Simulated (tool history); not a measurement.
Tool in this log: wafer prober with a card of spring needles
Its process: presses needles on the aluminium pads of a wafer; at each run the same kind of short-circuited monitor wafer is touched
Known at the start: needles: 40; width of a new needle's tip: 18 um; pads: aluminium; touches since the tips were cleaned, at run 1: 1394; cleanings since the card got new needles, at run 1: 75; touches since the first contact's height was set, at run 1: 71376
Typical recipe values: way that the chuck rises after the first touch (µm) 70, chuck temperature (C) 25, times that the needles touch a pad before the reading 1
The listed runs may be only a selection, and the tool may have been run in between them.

| run | hour | way that the chuck rises after the first touch (µm) | chuck temperature (C) | times that the needles touch a pad before the reading | touches since the tips were cleaned | cleanings since the card got new needles | touches since the first contact's height was set | resistance of one needle with its contact and lead (mohm) | way that a needle slides on the pad (µm) |
|---|---|---|---|---|---|---|---|---|---|
| 1 | 0.0 | 70 | 25 | 1 | 1394 | 75 | 71376 | 142 | 17.13 |
|  | 8.0 | tips cleaned on abrasive film |
| 2 | 12.1 | 70 | 120 | 1 | 2085 | 76 | 77461 | 158 | 17.15 |
|  | 17.9 | tips cleaned on abrasive film |
| 3 | 24.8 | 70 | 25 | 1 | 3469 | 77 | 83801 | 144 | 17.09 |
|  | 27.9 | tips cleaned on abrasive film |
|  | 38.5 | tips cleaned on abrasive film |
| 4 | 40.1 | 70 | 25 | 1 | 834 | 79 | 91468 | 144 | 17.03 |
|  | 49.0 | tips cleaned on abrasive film |
|  | 59.3 | tips cleaned on abrasive film |
| 5 | 65.6 | 70 | 25 | 3 | 3195 | 81 | 104250 | 144 | 17.11 |
|  | 70.1 | tips cleaned on abrasive film |
|  | 80.0 | tips cleaned on abrasive film |
| 6 | 84.9 | 70 | 25 | 1 | 2480 | 83 | 113911 | 141 | 17.09 |
|  | 89.4 | tips cleaned on abrasive film |
|  | 99.3 | tips cleaned on abrasive film |
|  | 109.6 | tips cleaned on abrasive film |
| 7 | 110.8 | 70 | 25 | 1 | 644 | 86 | 126868 | 144 | 17.02 |
|  | 120.6 | tips cleaned on abrasive film |
|  | 130.9 | tips cleaned on abrasive film |
| 8 | 134.8 | 70 | 25 | 1 | 1989 | 88 | 138897 | 141 | 17.14 |
|  | 141.4 | tips cleaned on abrasive film |
|  | 150.9 | tips cleaned on abrasive film |
|  | 158.4 | height of the first contact set anew |
| 9 | 158.7 | 77 | 25 | 1 | 3812 | 90 | 136 | 139 | 18.81 |
|  | 161.1 | tips cleaned on abrasive film |
|  | 171.2 | tips cleaned on abrasive film |
| 10 | 177.5 | 64 | 25 | 2 | 3195 | 92 | 9536 | 142 | 15.60 |
|  | 180.7 | tips cleaned on abrasive film |
|  | 191.4 | tips cleaned on abrasive film |
| 11 | 200.0 | 62 | 111 | 2 | 4365 | 94 | 20836 | 157 | 15.15 |
|  | 201.9 | tips cleaned on abrasive film |
|  | 211.4 | tips cleaned on abrasive film |
| 12 | 215.5 | 51 | 111 | 2 | 2098 | 96 | 28571 | 159 | 12.35 |
|  | 221.0 | tips cleaned on abrasive film |
|  | 231.6 | tips cleaned on abrasive film |
| 13 | 239.0 | 70 | 27 | 1 | 3724 | 98 | 40328 | 142 | 17.04 |
|  | 242.8 | tips cleaned on abrasive film |
|  | 252.3 | tips cleaned on abrasive film |
| 14 | 252.3 | 70 | 27 | 1 | 0 | 100 | 46963 | 139 | 17.04 |
|  | 261.6 | tips cleaned on abrasive film |
|  | 272.0 | tips cleaned on abrasive film |
| 15 | 275.8 | 86 | 27 | 2 | 1942 | 102 | 58753 | 140 | 20.92 |
|  | 282.2 | tips cleaned on abrasive film |
| 16 | 286.9 | 86 | 27 | 2 | 2388 | 103 | 64305 | 138 | 20.90 |

Difference, measured minus no-hidden-state, one row per run. Run-to-run variation is common to both terms; the gauge's own scatter need not be:
What the log doesn't record here: debris on the tips, nm; way that the needles fall short of the set height, um; tips' diameter, um; drift of the gauge itself on contact_mohm, %; drift of the gauge itself on scrub_um, %.
| run | way that a needle slides on the pad (µm) |
|---|---|
| 1 | +0.00 |
| 2 | +0.00 |
| 3 | -0.02 |
| 4 | -0.02 |
| 5 | -0.03 |
| 6 | -0.04 |
| 7 | -0.05 |
| 8 | -0.06 |
| 9 | -0.08 |
| 10 | -0.07 |
| 11 | -0.08 |
| 12 | -0.07 |
| 13 | -0.11 |
| 14 | -0.11 |
| 15 | -0.15 |
| 16 | -0.16 |
resistance of one needle with its contact and lead (mohm): within 1 of the measured result in every run.
